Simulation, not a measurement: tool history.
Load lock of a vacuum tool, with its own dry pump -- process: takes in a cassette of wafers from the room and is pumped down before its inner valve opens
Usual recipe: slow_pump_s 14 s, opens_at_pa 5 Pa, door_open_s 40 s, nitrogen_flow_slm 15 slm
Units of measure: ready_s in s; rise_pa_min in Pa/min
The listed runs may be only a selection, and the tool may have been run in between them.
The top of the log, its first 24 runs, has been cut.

run	hour	slow_pump_s	opens_at_pa	door_open_s	nitrogen_flow_slm	incoming humidity of the room's air, %	ready_s	rise_pa_min
25	5197.6	13	5	26	15	45.3	30.9	0.213
26	5479.4	14	7	57	12	47.2	31.1	0.247
27	5620.6	16	6	57	12	44.2	32.8	0.245
28	5877.7	23	6	101	15	48.4	37.8	0.266
29	6009.6	23	6	101	15	46.6	38.1	0.271
30	6304.6	14	8	140	15	47.1	30.7	0.293
31	6534.7	14	6	40	40	44.3	31.2	0.232
32	6684	22	5	40	15	42.7	38.3	0.244
33	6966.1	7	5	40	15	45.7	26.2	0.256

Run 34, settings as shown, results not yet in. Your forecast:
34	7217.1	13	5	30	43	44.2	?	?

{"run 34": {"ready_s": 31.2, "rise_pa_min": 0.238}}
On a tool with no hidden condition, and with the same random variation, this run would have come out at ready_s 28.4 s, rise_pa_min 0.037 Pa/min.
